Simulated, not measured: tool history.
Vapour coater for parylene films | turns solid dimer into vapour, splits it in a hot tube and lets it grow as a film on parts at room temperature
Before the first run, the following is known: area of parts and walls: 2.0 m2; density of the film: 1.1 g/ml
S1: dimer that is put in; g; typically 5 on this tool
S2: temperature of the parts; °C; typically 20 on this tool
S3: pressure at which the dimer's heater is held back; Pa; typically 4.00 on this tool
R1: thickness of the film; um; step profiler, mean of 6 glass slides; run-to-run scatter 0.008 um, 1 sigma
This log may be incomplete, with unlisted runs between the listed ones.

run     day  S1  S2     S3     R1
  1   0.000   5  20   4.00  1.014
  2   2.538   5  20   4.00  1.007
  3   5.033   3  20   4.00  0.580
  4   7.133   3  20   4.00  0.587
      8.967  -- trap's valve overhauled
  5   8.967   5  20   4.00  1.098
  6  10.775   5  20   4.00  1.091
  7  12.725   5  20   8.96  0.888
  8  15.033   5  20   4.00  1.074
  9  17.617   8  20   4.00  1.673
 10  20.150   8  20   4.00  1.659
 11  22.079   5  13   4.00  1.388
 12  23.621   3  22  11.18  0.449
 13  25.846   5  22   4.00  0.935
 14  28.262   2  20   8.69  0.325
 15  30.708   2  20   8.69  0.317
 16  31.846   5  23   3.64  0.856
 17  33.525   5  20   9.61  0.763
     34.325  -- trap's valve overhauled
 18  35.842   5  20   4.63  1.072
 19  37.317   7  20   2.94  1.643
 20  39.529   5  12   4.98  1.454
 21  41.267   5  12   4.98  1.437

Here are 4 independent what-if runs from the current tool condition. What would each one return?
  A  42.596   6  12   4.98   ?
  B  42.596   5  15   2.94   ?
  C  42.596   8  20  10.03   ?
  D  42.596   6  28   6.59   ?

run     R1
  A  1.727
  B  1.424
  C  1.371
  D  0.785
Had the tool no hidden state, the same runs would have come out as:
run     R1
  A  1.795
  B  1.480
  C  1.425
  D  0.816
